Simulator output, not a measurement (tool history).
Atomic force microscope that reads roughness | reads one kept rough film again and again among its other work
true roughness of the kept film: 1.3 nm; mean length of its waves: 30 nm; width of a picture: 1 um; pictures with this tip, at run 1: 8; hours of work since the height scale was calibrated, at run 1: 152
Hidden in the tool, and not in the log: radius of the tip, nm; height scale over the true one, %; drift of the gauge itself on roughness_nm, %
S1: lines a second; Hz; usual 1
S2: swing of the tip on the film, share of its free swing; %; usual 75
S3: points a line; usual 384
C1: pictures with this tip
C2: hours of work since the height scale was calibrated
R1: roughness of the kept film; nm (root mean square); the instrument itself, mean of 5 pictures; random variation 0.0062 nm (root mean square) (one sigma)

run,hour,S1,S2,S3,C1,C2,R1
1,0,1,75,384,8,152,1.157
2,11.3,1,75,384,22,157,1.122
3,21.3,1,75,384,35,161,1.105
4,34.1,1,75,384,51,166,1.077
5,39.9,1,78,384,58,168,1.059
6,52.5,1,78,384,74,173,1.026
# hour 55.9: new tip fitted
7,65.8,1,78,384,13,179,1.157
8,78.6,1,78,384,29,184,1.103
9,92.1,1,68,384,46,189,1.082
10,101.4,1,68,384,57,193,1.064
11,114,1,75,384,73,198,1.026
# hour 118: new tip fitted
12,125.2,1,75,384,9,202,1.167
13,136.9,1,75,612,24,207,1.142
14,142.5,1,75,612,31,209,1.127
15,153.6,3.4,75,612,45,214,1.032
16,161.2,1,82,384,54,217,1.059
17,167,1,82,384,62,219,1.043
18,178,1.79,75,384,76,224,1.026
# hour 180.3: new tip fitted
19,189.9,1,73,384,12,228,1.149
20,201.1,1,73,384,26,233,1.127
21,208.4,1,73,384,35,236,1.119
22,219.4,1.13,59,525,49,240,1.105
23,229.1,1.13,89,458,61,244,1.025
24,238.5,1.13,89,458,73,248,1.006
# hour 243.3: new tip fitted
25,245.1,1.13,89,458,2,250,1.139
26,258.3,2.42,73,458,19,256,1.109
27,266.8,0.59,89,588,29,259,1.107
28,274,1.28,66,261,38,262,1.101
29,282.4,2.42,58,385,49,266,1.084
30,293.4,2.42,58,385,63,270,1.057
31,304.7,0.96,78,294,77,275,1.026
# hour 306: new tip fitted
32,313,0.96,78,294,9,278,1.152
33,324.8,0.73,58,731,24,282,1.167
34,331.4,0.73,58,731,32,285,1.14
35,344.5,0.63,90,727,49,290,1.075
36,352,0.63,90,727,58,293,1.061

Hidden state or all else? Some run-to-run changes of R1, split into what the settings, what came in and random variation would give without the hidden state, and what is left for the hidden state (with any gauge scatter that isn't in both results):
Run 6 -> 7: new tip fitted. R1 +0.131 nm (root mean square): hidden state +0.122, all else +0.009.
Run 11 -> 12: new tip fitted. R1 +0.141 nm (root mean square): hidden state +0.139, all else +0.002.
Run 24 -> 25: new tip fitted. R1 +0.133 nm (root mean square): hidden state +0.136, all else -0.003.
Run 31 -> 32: new tip fitted. R1 +0.126 nm (root mean square): hidden state +0.135, all else -0.009.
